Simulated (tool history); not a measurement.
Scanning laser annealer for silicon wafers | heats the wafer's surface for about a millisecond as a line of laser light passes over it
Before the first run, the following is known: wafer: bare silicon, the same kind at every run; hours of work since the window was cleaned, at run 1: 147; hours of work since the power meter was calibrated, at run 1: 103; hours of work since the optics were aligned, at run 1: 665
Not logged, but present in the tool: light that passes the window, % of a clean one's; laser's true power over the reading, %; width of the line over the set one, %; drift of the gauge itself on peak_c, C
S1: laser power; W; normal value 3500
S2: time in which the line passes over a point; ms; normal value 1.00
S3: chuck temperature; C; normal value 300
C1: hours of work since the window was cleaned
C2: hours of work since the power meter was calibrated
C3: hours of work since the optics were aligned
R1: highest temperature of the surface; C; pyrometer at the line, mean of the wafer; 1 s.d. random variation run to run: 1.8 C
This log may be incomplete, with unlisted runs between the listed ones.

run,hour,S1,S2,S3,C1,C2,C3,R1
1,0.0,3500,1.00,300,147,103,665,1038
2,35.2,3500,1.00,300,162,118,680,1036
3,61.5,3620,1.00,300,174,130,692,1055
4,90.3,3620,1.00,300,187,142,705,1057
# hour 95.1: window over the wafer cleaned
5,116.9,3500,1.00,300,10,153,715,1027
6,141.5,3238,1.01,297,20,164,726,973
7,158.7,3238,1.01,297,28,172,734,971
8,191.2,3238,0.74,299,42,186,748,875
9,219.7,3238,0.74,300,55,198,761,876

What does the tool deliver on the next run?
# hour 234.8: window over the wafer cleaned, once more
10,246.1,3491,0.79,297,5,209,771,?

{"run 10": {"R1": 963}}
Had the tool carried no hidden state, the very same run would have given R1 970 C.
